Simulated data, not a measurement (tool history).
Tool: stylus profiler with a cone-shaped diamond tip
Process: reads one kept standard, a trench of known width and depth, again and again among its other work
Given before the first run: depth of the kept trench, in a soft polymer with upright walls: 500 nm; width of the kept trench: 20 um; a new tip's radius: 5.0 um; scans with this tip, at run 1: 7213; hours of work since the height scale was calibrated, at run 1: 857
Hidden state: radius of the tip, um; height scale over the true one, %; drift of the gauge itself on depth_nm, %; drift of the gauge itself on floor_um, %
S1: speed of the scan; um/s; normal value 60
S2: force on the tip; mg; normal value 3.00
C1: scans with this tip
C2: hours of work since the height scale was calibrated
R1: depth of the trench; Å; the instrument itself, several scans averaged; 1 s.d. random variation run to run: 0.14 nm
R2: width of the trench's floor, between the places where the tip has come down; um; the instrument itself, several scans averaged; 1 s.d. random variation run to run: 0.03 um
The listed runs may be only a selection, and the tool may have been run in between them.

run   hour   S1    S2    C1   C2      R1     R2
  1    0.0   60  3.00  7213  857  5027.3  14.55
  2   19.5   60  3.00  7343  873  5026.4  14.54
  3   50.0   60  3.00  7546  897  5024.8  14.50
  4   68.8   60  3.00  7671  912  5026.7  14.48
  5   85.3   60  3.00  7782  925  5025.8  14.46
  6  111.7   60  1.42  7958  946  5008.4  14.38
     114.3  -- height scale calibrated on a step standard
  7  139.5  144  1.66  8140   20  5003.6  13.98

Run 8 is up next; what results do you expect?
  8  159.2  146  1.80  8271  36   ?   ?

{"run 8": {"R1": 5005.1, "R2": 13.98}}
Were there no unlogged condition in the tool, this run, its random variation unchanged, would have produced R1 5028.7 Å, R2 15.02 um.
